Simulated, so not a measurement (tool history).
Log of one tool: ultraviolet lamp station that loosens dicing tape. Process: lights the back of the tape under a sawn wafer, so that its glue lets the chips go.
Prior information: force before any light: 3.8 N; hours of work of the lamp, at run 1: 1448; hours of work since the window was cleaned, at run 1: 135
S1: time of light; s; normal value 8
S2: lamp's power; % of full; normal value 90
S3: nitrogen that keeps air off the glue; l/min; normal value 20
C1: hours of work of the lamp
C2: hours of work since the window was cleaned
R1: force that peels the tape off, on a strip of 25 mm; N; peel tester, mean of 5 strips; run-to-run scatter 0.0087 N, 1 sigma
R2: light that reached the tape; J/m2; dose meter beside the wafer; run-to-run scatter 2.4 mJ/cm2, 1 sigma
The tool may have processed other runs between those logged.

run   hour  S1  S2  S3    C1   C2     R1    R2
  1    0.0   8  90  20  1448  135  0.598  2100
  2   51.2   8  90  20  1486  173  0.629  2040
  3   80.8   8  90  20  1508  195  0.647  2000
  4  139.5   8  64  20  1552  239  1.111  1420
  5  173.2   8  90  12  1577  264  0.936  1900
  6  218.2   8  90  10  1610  297  1.089  1890
     233.6  -- window cleaned of glue's vapour
  7  272.2   8  83  20  1650   29  0.994  1540
     297.1  -- lamp changed
  8  339.9   8  83  20    32   79  0.708  1870
  9  407.7   8  83  20    82  129  0.764  1770
 10  449.1   4  61  24   113  160  1.974   630
     462.7  -- window cleaned of glue's vapour, once more
 11  507.6   9  80  19   157   34  0.394  2710
 12  552.2   9  80  19   190   67  0.406  2630
 13  606.6   6  62  18   230  107  1.212  1300
 14  668.9   6  62  18   277  154  1.273  1270
 15  712.6   8  90  23   309  186  0.416  2450
 16  775.4  10  93  26   356  233  0.255  3010
 17  818.3   8  64  26   388  265  0.733  1600
 18  846.2   8  64  26   409  286  0.739  1590

4 ways to go on from here, each from the tool as it stands after run 18. What would each give?
     875.7  -- window cleaned of glue's vapour
  A  885.5  10  85   8  438   7   ?   ?
     875.7  -- window cleaned of glue's vapour
  B  885.5  13  64  26  438   7   ?   ?
     875.7  -- window cleaned of glue's vapour
  C  885.5   8  90  12  438   7   ?   ?
     875.7  -- window cleaned of glue's vapour
  D  885.5   8  65  29  438   7   ?   ?

run     R1    R2
  A  0.613  3110
  B  0.242  3040
  C  0.566  2580
  D  0.557  1880
With no hidden state in the tool, these same runs would have given:
run     R1    R2
  A  0.547  3330
  B  0.213  3250
  C  0.504  2760
  D  0.495  2020
